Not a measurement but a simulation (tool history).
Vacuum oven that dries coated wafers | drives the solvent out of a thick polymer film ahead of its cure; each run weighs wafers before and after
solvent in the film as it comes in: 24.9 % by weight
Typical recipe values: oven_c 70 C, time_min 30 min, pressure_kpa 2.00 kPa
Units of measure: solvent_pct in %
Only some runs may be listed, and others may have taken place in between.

run	hour	oven_c	time_min	pressure_kpa	solvent_pct
1	0.0	70	30	2.00	2.35
2	8.6	70	43	2.00	1.65
3	21.1	70	43	2.00	1.67
4	41.5	70	43	2.00	1.77
5	54.3	70	17	2.00	4.82
# hour 57.6: vacuum gauge cleaned of residue and calibrated
6	75.8	70	30	2.00	2.34
7	91.9	70	30	2.00	2.25
8	107.1	70	30	2.00	2.37
# hour 116.9: vacuum gauge cleaned of residue and calibrated, once more
9	120.6	70	21	2.00	3.58
10	130.2	70	46	7.17	4.99
11	149.2	76	30	2.00	1.37
12	164.4	69	20	1.89	4.16
13	173.4	69	20	1.89	4.09
14	183.4	59	23	4.14	9.14
15	203.0	69	22	2.42	4.10
16	213.8	69	22	2.42	4.07
17	230.4	70	30	1.49	1.96
18	248.9	70	30	1.49	2.00

Each row is a separate what-if for the run after 18, all from the same tool condition, not one after another. Results?
A	258.6	70	23	1.49	?
B	258.6	71	17	1.43	?
C	258.6	70	42	1.49	?

run	solvent_pct
A	2.89
B	4.01
C	1.31
Had the tool no hidden state, the same runs would have come out as:
run	solvent_pct
A	2.61
B	3.68
C	1.19
